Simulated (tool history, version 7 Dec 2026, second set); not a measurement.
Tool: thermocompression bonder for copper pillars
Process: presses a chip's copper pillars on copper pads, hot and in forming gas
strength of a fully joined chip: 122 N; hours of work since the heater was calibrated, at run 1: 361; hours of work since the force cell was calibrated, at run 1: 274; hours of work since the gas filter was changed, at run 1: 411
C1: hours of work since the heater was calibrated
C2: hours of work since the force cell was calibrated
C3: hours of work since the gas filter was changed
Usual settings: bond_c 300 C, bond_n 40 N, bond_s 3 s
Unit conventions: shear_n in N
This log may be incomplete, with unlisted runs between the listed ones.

{"run": 1, "hour": 0.0, "bond_c": 300, "bond_n": 40, "bond_s": 3, "C1": 361, "C2": 274, "C3": 411, "shear_n": 44.6}
{"hour": 7.0, "done": "forming gas filter changed"}
{"run": 2, "hour": 13.1, "bond_c": 300, "bond_n": 40, "bond_s": 3, "C1": 371, "C2": 283, "C3": 5, "shear_n": 47.7}
{"run": 3, "hour": 29.0, "bond_c": 300, "bond_n": 40, "bond_s": 3, "C1": 383, "C2": 296, "C3": 17, "shear_n": 47.2}
{"run": 4, "hour": 45.2, "bond_c": 300, "bond_n": 40, "bond_s": 3, "C1": 396, "C2": 308, "C3": 30, "shear_n": 46}
{"run": 5, "hour": 58.1, "bond_c": 300, "bond_n": 40, "bond_s": 3, "C1": 406, "C2": 318, "C3": 40, "shear_n": 47.3}
{"run": 6, "hour": 65.8, "bond_c": 300, "bond_n": 40, "bond_s": 3, "C1": 412, "C2": 324, "C3": 46, "shear_n": 46.6}
{"run": 7, "hour": 73.5, "bond_c": 300, "bond_n": 40, "bond_s": 4, "C1": 418, "C2": 330, "C3": 52, "shear_n": 52}
{"run": 8, "hour": 90.1, "bond_c": 284, "bond_n": 40, "bond_s": 3, "C1": 430, "C2": 343, "C3": 65, "shear_n": 40.7}
{"run": 9, "hour": 104.4, "bond_c": 300, "bond_n": 40, "bond_s": 3, "C1": 442, "C2": 354, "C3": 76, "shear_n": 46.6}
{"run": 10, "hour": 112.3, "bond_c": 283, "bond_n": 40, "bond_s": 3, "C1": 448, "C2": 360, "C3": 82, "shear_n": 39.8}
{"run": 11, "hour": 121.6, "bond_c": 300, "bond_n": 40, "bond_s": 3, "C1": 455, "C2": 368, "C3": 89, "shear_n": 45.8}
{"run": 12, "hour": 133.9, "bond_c": 300, "bond_n": 55, "bond_s": 3, "C1": 464, "C2": 377, "C3": 98, "shear_n": 57.3}
{"run": 13, "hour": 150.1, "bond_c": 300, "bond_n": 40, "bond_s": 2, "C1": 477, "C2": 390, "C3": 111, "shear_n": 39.2}
{"run": 14, "hour": 157.8, "bond_c": 300, "bond_n": 40, "bond_s": 2, "C1": 483, "C2": 396, "C3": 117, "shear_n": 39}
{"run": 15, "hour": 167.7, "bond_c": 300, "bond_n": 40, "bond_s": 2, "C1": 491, "C2": 403, "C3": 125, "shear_n": 38.2}
{"hour": 170.1, "done": "force cell calibrated"}
{"run": 16, "hour": 178.5, "bond_c": 325, "bond_n": 57, "bond_s": 4, "C1": 498, "C2": 7, "C3": 132, "shear_n": 76.2}
{"run": 17, "hour": 193.5, "bond_c": 300, "bond_n": 40, "bond_s": 3, "C1": 510, "C2": 18, "C3": 144, "shear_n": 46.2}
{"run": 18, "hour": 209.1, "bond_c": 300, "bond_n": 40, "bond_s": 3, "C1": 522, "C2": 30, "C3": 156, "shear_n": 45.8}
{"run": 19, "hour": 218.7, "bond_c": 288, "bond_n": 43, "bond_s": 7, "C1": 529, "C2": 38, "C3": 163, "shear_n": 59.4}
{"hour": 223.1, "done": "force cell calibrated, once more"}
{"run": 20, "hour": 230.3, "bond_c": 288, "bond_n": 43, "bond_s": 7, "C1": 537, "C2": 6, "C3": 171, "shear_n": 59.9}
{"run": 21, "hour": 242.5, "bond_c": 274, "bond_n": 42, "bond_s": 2, "C1": 546, "C2": 15, "C3": 180, "shear_n": 32.2}
{"run": 22, "hour": 256.9, "bond_c": 293, "bond_n": 40, "bond_s": 3, "C1": 558, "C2": 26, "C3": 192, "shear_n": 43.3}

4 options for the next run, each taken on its own from the tool as it stands now. Forecast them:
{"run": "A", "hour": 265.7, "bond_c": 316, "bond_n": 59, "bond_s": 4, "C1": 564, "C2": 33, "C3": 198, "shear_n": "?"}
{"run": "B", "hour": 265.7, "bond_c": 285, "bond_n": 40, "bond_s": 2, "C1": 564, "C2": 33, "C3": 198, "shear_n": "?"}
{"run": "C", "hour": 265.7, "bond_c": 313, "bond_n": 34, "bond_s": 5, "C1": 564, "C2": 33, "C3": 198, "shear_n": "?"}
{"run": "D", "hour": 265.7, "bond_c": 303, "bond_n": 43, "bond_s": 6, "C1": 564, "C2": 33, "C3": 198, "shear_n": "?"}

run=A shear_n=72.9
run=B shear_n=33.6
run=C shear_n=56.2
run=D shear_n=62.7
With no hidden state in the tool, these same runs would have given:
run=A shear_n=76.3
run=B shear_n=35.7
run=C shear_n=59.1
run=D shear_n=65.9
